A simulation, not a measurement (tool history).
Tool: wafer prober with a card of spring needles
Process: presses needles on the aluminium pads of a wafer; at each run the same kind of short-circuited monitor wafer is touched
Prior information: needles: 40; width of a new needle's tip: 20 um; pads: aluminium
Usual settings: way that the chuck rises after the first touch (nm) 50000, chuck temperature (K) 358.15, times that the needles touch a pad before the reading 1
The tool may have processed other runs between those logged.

run,hour,way that the chuck rises after the first touch (nm),chuck temperature (K),times that the needles touch a pad before the reading,resistance of one needle with its contact and lead (mohm),way that a needle slides on the pad (nm)
1,0.0,50000,358.15,1,259,6630
# hour 1.3: tips cleaned on abrasive film
2,16.5,50000,363.15,1,266,6640
# hour 18.2: tips cleaned on abrasive film
3,32.3,50000,363.15,1,265,6600
# hour 33.9: tips cleaned on abrasive film
4,39.9,50000,363.15,1,269,6650
# hour 50.5: tips cleaned on abrasive film
5,54.4,50000,363.15,1,263,6650
6,65.1,31000,358.15,1,281,4090
# hour 67.2: tips cleaned on abrasive film
# hour 70.0: height of the first contact set anew
7,76.6,50000,358.15,1,260,6600
# hour 83.7: tips cleaned on abrasive film
8,92.0,50000,358.15,1,263,6600
# hour 100.0: tips cleaned on abrasive film
9,103.2,50000,358.15,1,259,6610
10,110.5,50000,358.15,1,264,6570
# hour 116.1: tips cleaned on abrasive film
11,127.9,50000,358.15,1,262,6600
# hour 132.5: tips cleaned on abrasive film
12,137.5,50000,358.15,3,260,6590
# hour 148.7: tips cleaned on abrasive film
13,150.3,50000,358.15,3,255,6560
14,161.2,50000,358.15,1,262,6560
# hour 165.3: tips cleaned on abrasive film
15,175.8,32000,358.15,2,280,4210
# hour 181.1: tips cleaned on abrasive film
16,184.6,58000,367.15,2,259,7600
17,193.8,58000,316.15,2,244,7590
# hour 197.9: tips cleaned on abrasive film
18,206.0,35000,316.15,3,261,4590
# hour 214.1: tips cleaned on abrasive film
19,222.3,50000,356.15,2,265,6540
# hour 230.7: tips cleaned on abrasive film
20,238.1,49000,357.15,2,260,6390
# hour 247.1: tips cleaned on abrasive film
21,251.3,63000,358.15,1,257,8210
22,259.4,41000,310.15,3,254,5350
# hour 263.0: tips cleaned on abrasive film
23,267.7,61000,310.15,2,243,7970
# hour 279.5: tips cleaned on abrasive film
24,283.6,50000,325.15,3,255,6500
25,294.4,50000,335.15,1,257,6470
# hour 295.7: tips cleaned on abrasive film
26,306.6,50000,335.15,1,254,6490
# hour 312.2: tips cleaned on abrasive film
27,314.9,50000,335.15,1,251,6510
28,326.8,58000,360.15,2,257,7500

5 ways to go on from here, each from the tool as it stands after run 28. What would each give?
# hour 328.4: tips cleaned on abrasive film
A,333.9,69000,358.15,1,?,?
# hour 328.4: tips cleaned on abrasive film
B,333.9,48000,324.15,2,?,?
# hour 328.4: tips cleaned on abrasive film
C,333.9,68000,360.15,2,?,?
# hour 328.4: tips cleaned on abrasive film
D,333.9,39000,302.15,2,?,?
# hour 328.4: tips cleaned on abrasive film
E,333.9,38000,363.15,2,?,?

run,resistance of one needle with its contact and lead (mohm),way that a needle slides on the pad (nm)
A,253,8950
B,256,6260
C,255,8820
D,253,5070
E,274,4910
Stripped of hidden state, with their random variation kept, the same runs would have yielded:
run,resistance of one needle with its contact and lead (mohm),way that a needle slides on the pad (nm)
A,253,9170
B,256,6420
C,254,9040
D,252,5200
E,274,5040
